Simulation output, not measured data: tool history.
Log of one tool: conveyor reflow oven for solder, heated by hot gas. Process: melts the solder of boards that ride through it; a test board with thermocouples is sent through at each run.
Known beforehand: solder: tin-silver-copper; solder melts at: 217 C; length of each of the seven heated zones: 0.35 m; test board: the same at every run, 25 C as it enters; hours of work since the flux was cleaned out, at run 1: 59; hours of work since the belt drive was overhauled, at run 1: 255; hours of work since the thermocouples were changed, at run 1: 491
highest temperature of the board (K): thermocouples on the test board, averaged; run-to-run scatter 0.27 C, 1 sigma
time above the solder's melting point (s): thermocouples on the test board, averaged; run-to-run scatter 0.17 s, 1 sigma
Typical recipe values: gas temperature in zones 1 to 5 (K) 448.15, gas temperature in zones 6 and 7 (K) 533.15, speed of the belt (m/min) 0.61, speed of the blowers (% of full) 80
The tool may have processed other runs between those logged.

run,hour,gas temperature in zones 1 to 5 (K),gas temperature in zones 6 and 7 (K),speed of the belt (m/min),speed of the blowers (% of full),hours of work since the flux was cleaned out,hours of work since the belt drive was overhauled,hours of work since the thermocouples were changed,highest temperature of the board (K),time above the solder's melting point (s)
1,0,448.15,533.15,0.61,80,59,255,491,519.55,48.9
2,19.1,448.15,533.15,0.61,80,67,263,500,519.45,48.6
3,36.4,448.15,533.15,0.61,80,75,271,507,519.65,48.7
4,51,452.15,533.15,0.61,80,81,277,514,520.25,50.5
5,61.9,452.15,533.15,0.61,80,86,282,518,520.15,50.5
6,72.8,448.15,533.15,0.61,80,91,287,523,519.55,48.8
7,94.9,448.15,533.15,0.701,80,100,296,533,515.85,38.3
8,105.6,448.15,533.15,0.701,80,105,301,538,515.55,38.4
9,115.1,448.15,533.15,0.701,80,109,305,542,515.05,38.2
10,124.6,434.15,533.15,0.61,80,114,309,546,517.55,42.5
11,143.7,448.15,533.15,0.61,80,122,318,554,519.35,48.6
12,162.5,448.15,533.15,0.61,80,130,326,563,519.05,48.3
13,183,448.15,533.15,0.61,80,139,335,572,518.85,48.3
14,204.3,448.15,534.15,0.61,80,148,344,581,519.85,48.8
# hour 209.4: belt drive overhauled, speed set with a stopwatch
15,217.7,448.15,534.15,0.61,80,153,4,585,520.25,49
16,235.5,448.15,534.15,0.61,80,160,11,593,520.15,49.1
# hour 256.4: belt drive overhauled, speed set with a stopwatch, once more
17,258.4,448.15,524.15,0.494,53,169,1,601,512.65,54
# hour 269.2: flux residue cleaned out of gas plates and filters
18,283.2,448.15,524.15,0.494,53,6,10,610,512.95,55.2
19,296,448.15,524.15,0.494,53,12,15,615,513.15,55.4
20,315.4,433.15,524.15,0.559,65,20,24,624,510.05,39.2
21,335,459.15,543.15,0.727,52,29,32,632,519.95,41.8
22,356.1,462.15,543.15,0.616,62,38,42,642,528.15,57.7
23,371,462.15,543.15,0.616,73,45,48,648,529.35,59.1
24,388,448.15,546.15,0.563,80,52,55,656,532.75,62.1
25,397.2,448.15,523.15,0.563,80,56,60,660,512.25,47.4
26,411.5,450.15,525.15,0.663,76,62,66,666,509.85,37.1
27,421.5,456.15,533.15,0.56,80,67,70,670,522.25,59.2
28,433.4,456.15,533.15,0.536,80,72,75,675,522.65,62.6
29,455.9,437.15,536.15,0.536,80,82,85,685,523.55,56.4
30,474.4,434.15,524.15,0.494,80,90,93,693,514.45,52.8
31,484,447.15,547.15,0.61,80,94,98,698,531.45,55.3

Here are 4 independent what-if runs from the current tool condition. What would each one return?
A,506.1,448.15,533.15,0.623,54,104,107,707,?,?
B,506.1,448.15,526.15,0.64,80,104,107,707,?,?
C,506.1,448.15,529.15,0.523,80,104,107,707,?,?
D,506.1,455.15,533.15,0.61,80,104,107,707,?,?

run,highest temperature of the board (K),time above the solder's melting point (s)
A,514.75,42.2
B,511.85,39.7
C,519.05,58
D,520.45,51.9
What these runs would have given with no unlogged condition in the tool:
run,highest temperature of the board (K),time above the solder's melting point (s)
A,516.65,43.9
B,513.85,41.6
C,521.05,59.6
D,522.45,53.2

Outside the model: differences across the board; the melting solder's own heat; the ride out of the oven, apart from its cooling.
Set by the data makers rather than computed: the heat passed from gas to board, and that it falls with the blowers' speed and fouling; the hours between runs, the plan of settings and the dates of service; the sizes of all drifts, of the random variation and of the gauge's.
